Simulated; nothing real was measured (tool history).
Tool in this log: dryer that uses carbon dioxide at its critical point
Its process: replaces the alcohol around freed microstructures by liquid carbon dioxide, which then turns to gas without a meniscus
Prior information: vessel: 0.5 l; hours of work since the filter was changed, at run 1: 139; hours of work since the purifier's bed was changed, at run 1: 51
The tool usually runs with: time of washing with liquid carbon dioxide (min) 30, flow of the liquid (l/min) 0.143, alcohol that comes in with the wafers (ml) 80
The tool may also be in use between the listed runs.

| run | day | time of washing with liquid carbon dioxide (min) | flow of the liquid (l/min) | alcohol that comes in with the wafers (ml) | hours of work since the filter was changed | hours of work since the purifier's bed was changed | alcohol left in the vessel before it's heated (ppm by volume) |
|---|---|---|---|---|---|---|---|
| 1 | 0 | 30 | 0.143 | 80 | 139 | 51 | 131 |
| 2 | 0.562 | 30 | 0.139 | 80 | 144 | 57 | 162 |
| 3 | 1.158 | 21 | 0.143 | 80 | 150 | 63 | 1035 |
|  | 1.758 | inlet filter changed |
| 4 | 2.133 | 21 | 0.143 | 80 | 4 | 72 | 645 |
| 5 | 3 | 30 | 0.143 | 80 | 12 | 81 | 77 |
| 6 | 3.525 | 30 | 0.143 | 80 | 18 | 86 | 86 |
| 7 | 4.6 | 30 | 0.143 | 80 | 28 | 97 | 83 |
| 8 | 5.7 | 30 | 0.143 | 74 | 40 | 108 | 85 |
| 9 | 6.383 | 30 | 0.143 | 80 | 46 | 115 | 93 |
| 10 | 7.646 | 27 | 0.143 | 80 | 59 | 128 | 192 |
| 11 | 8.683 | 27 | 0.143 | 80 | 69 | 138 | 200 |
| 12 | 9.921 | 27 | 0.143 | 80 | 82 | 150 | 212 |
| 13 | 10.721 | 27 | 0.143 | 80 | 90 | 158 | 214 |
| 14 | 11.629 | 27 | 0.143 | 80 | 99 | 167 | 220 |
| 15 | 12.621 | 39 | 0.105 | 65 | 109 | 177 | 149 |
| 16 | 13.862 | 39 | 0.105 | 65 | 121 | 190 | 159 |
| 17 | 14.975 | 25 | 0.122 | 54 | 132 | 201 | 630 |
| 18 | 15.921 | 23 | 0.122 | 88 | 142 | 211 | 1565 |
| 19 | 17.092 | 30 | 0.106 | 80 | 154 | 222 | 814 |
|  | 17.308 | inlet filter changed |
| 20 | 18.238 | 33 | 0.143 | 94 | 9 | 233 | 83 |
| 21 | 19.404 | 41 | 0.164 | 30 | 21 | 245 | 54 |
| 22 | 20.375 | 41 | 0.164 | 30 | 31 | 255 | 54 |
| 23 | 21.675 | 30 | 0.184 | 80 | 44 | 268 | 73 |
| 24 | 22.433 | 22 | 0.143 | 41 | 51 | 275 | 360 |
| 25 | 23.642 | 23 | 0.091 | 105 | 63 | 288 | 5330 |
| 26 | 24.312 | 21 | 0.117 | 105 | 70 | 294 | 2861 |
| 27 | 25.529 | 19 | 0.117 | 105 | 82 | 306 | 4227 |

Each row is a separate what-if for the run after 27, all from the same tool condition, not one after another. Results?
| A | 26.721 | 44 | 0.113 | 81 | 94 | 318 | ? |
| B | 26.721 | 33 | 0.106 | 30 | 94 | 318 | ? |
| C | 26.721 | 21 | 0.143 | 80 | 94 | 318 | ? |

| run | alcohol left in the vessel before it's heated (ppm by volume) |
|---|---|
| A | 98 |
| B | 207 |
| C | 878 |
With no hidden state in the tool, these same runs would have given:
| run | alcohol left in the vessel before it's heated (ppm by volume) |
|---|---|
| A | 26 |
| B | 103 |
| C | 596 |

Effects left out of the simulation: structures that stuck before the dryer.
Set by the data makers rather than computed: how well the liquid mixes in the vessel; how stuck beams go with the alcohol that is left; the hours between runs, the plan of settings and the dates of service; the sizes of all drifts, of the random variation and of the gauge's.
